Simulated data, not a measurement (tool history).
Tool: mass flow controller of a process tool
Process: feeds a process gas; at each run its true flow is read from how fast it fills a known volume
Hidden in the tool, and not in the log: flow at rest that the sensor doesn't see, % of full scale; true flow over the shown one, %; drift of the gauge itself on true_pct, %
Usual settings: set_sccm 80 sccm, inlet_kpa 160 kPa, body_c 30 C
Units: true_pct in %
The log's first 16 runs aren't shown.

run	hour	set_sccm	inlet_kpa	body_c	hours of work since the controller was set to zero	hours of work since the controller was changed	true_pct
17	5980.6	27	160	20	3651	3651	97.70
18	6263.2	27	276	20	3818	3818	97.19
19	6556.7	49	169	33	3992	3992	99.10
20	6989.3	49	202	24	4249	4249	98.34
21	7495.5	49	202	24	4549	4549	98.55
22	7731.6	49	202	24	4689	4689	98.39
23	8095.3	17	154	24	4905	4905	97.66
24	8503.9	80	184	30	5147	5147	99.85
25	9017.0	30	184	30	5451	5451	98.45
26	9330.9	50	249	21	5637	5637	97.93
27	9577.0	50	249	21	5783	5783	98.00
28	10030.6	50	225	37	6052	6052	99.26
29	10281.4	33	225	23	6201	6201	97.75
# hour 10534.9: controller's zero set anew
30	10571.4	33	153	23	22	6373	98.02
31	11017.3	14	229	30	286	6637	97.71
32	11227.1	31	186	30	411	6762	98.32

Forecast each of these 3 alternatives for the next run:
A	11602.0	92	142	30	633	6984	?
B	11602.0	57	191	30	633	6984	?
C	11602.0	80	158	30	633	6984	?

run	true_pct
A	100.35
B	99.10
C	99.86
Without the tool's hidden state the same runs would have given:
run	true_pct
A	100.36
B	99.10
C	99.87
